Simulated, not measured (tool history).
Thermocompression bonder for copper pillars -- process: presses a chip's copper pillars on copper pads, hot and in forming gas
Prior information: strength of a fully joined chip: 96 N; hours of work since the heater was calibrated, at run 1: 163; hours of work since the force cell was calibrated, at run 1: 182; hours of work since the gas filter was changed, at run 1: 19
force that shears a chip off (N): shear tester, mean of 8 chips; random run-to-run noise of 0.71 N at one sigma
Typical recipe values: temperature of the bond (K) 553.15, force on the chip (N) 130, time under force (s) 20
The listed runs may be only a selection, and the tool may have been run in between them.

run	hour	temperature of the bond (K)	force on the chip (N)	time under force (s)	hours of work since the heater was calibrated	hours of work since the force cell was calibrated	hours of work since the gas filter was changed	force that shears a chip off (N)
1	0.0	553.15	130	20	163	182	19	49.1
2	16.9	538.15	130	20	172	191	28	40.9
3	29.6	538.15	130	20	179	197	35	39.1
4	46.8	538.15	130	20	188	206	44	40.0
5	59.1	553.15	130	28	195	213	51	53.5
6	74.3	553.15	130	28	203	221	59	55.1
7	85.9	553.15	130	28	209	227	65	53.1
8	104.0	553.15	130	28	219	237	74	53.1
9	120.7	553.15	130	28	228	246	83	53.3
10	131.7	553.15	130	28	233	252	89	54.8
11	151.0	553.15	130	28	244	262	99	53.9
12	167.1	553.15	130	51	252	270	108	63.3
13	175.9	552.15	130	20	257	275	113	46.5
14	185.1	552.15	130	20	262	280	117	48.0
15	194.8	552.15	130	20	267	285	123	45.3
16	209.0	553.15	130	24	274	293	130	50.7
17	225.6	553.15	130	20	283	301	139	48.2
18	238.9	553.15	130	20	290	309	146	47.4
19	252.2	553.15	130	20	297	316	153	47.3
20	271.1	538.15	127	39	307	326	163	47.8
21	288.5	577.15	127	34	317	335	172	68.0
22	306.3	563.15	118	54	326	344	182	64.9
23	321.0	561.15	135	38	334	352	190	64.5
24	338.3	561.15	135	58	343	361	199	70.8
25	356.6	561.15	122	26	353	371	209	53.0
26	370.0	561.15	122	26	360	378	216	54.2
27	384.8	561.15	101	52	368	386	224	58.3
28	404.4	561.15	101	52	378	396	234	58.3
29	420.6	542.15	161	52	387	405	243	61.6
30	439.9	545.15	172	17	397	415	253	46.4
31	455.8	545.15	172	11	406	424	261	40.5
32	467.0	545.15	172	11	412	430	267	40.2
33	486.0	565.15	131	30	422	440	277	59.6

Branching from run 33: 4 alternative next runs. What would each branch give?
A	502.9	569.15	190	50	431	449	286	?
B	502.9	557.15	131	30	431	449	286	?
C	502.9	553.15	173	12	431	449	286	?
D	502.9	558.15	84	11	431	449	286	?

run	force that shears a chip off (N)
A	79.9
B	56.0
C	44.9
D	28.5
With no hidden state in the tool, these same runs would have given:
run	force that shears a chip off (N)
A	84.9
B	60.8
C	49.2
D	31.4

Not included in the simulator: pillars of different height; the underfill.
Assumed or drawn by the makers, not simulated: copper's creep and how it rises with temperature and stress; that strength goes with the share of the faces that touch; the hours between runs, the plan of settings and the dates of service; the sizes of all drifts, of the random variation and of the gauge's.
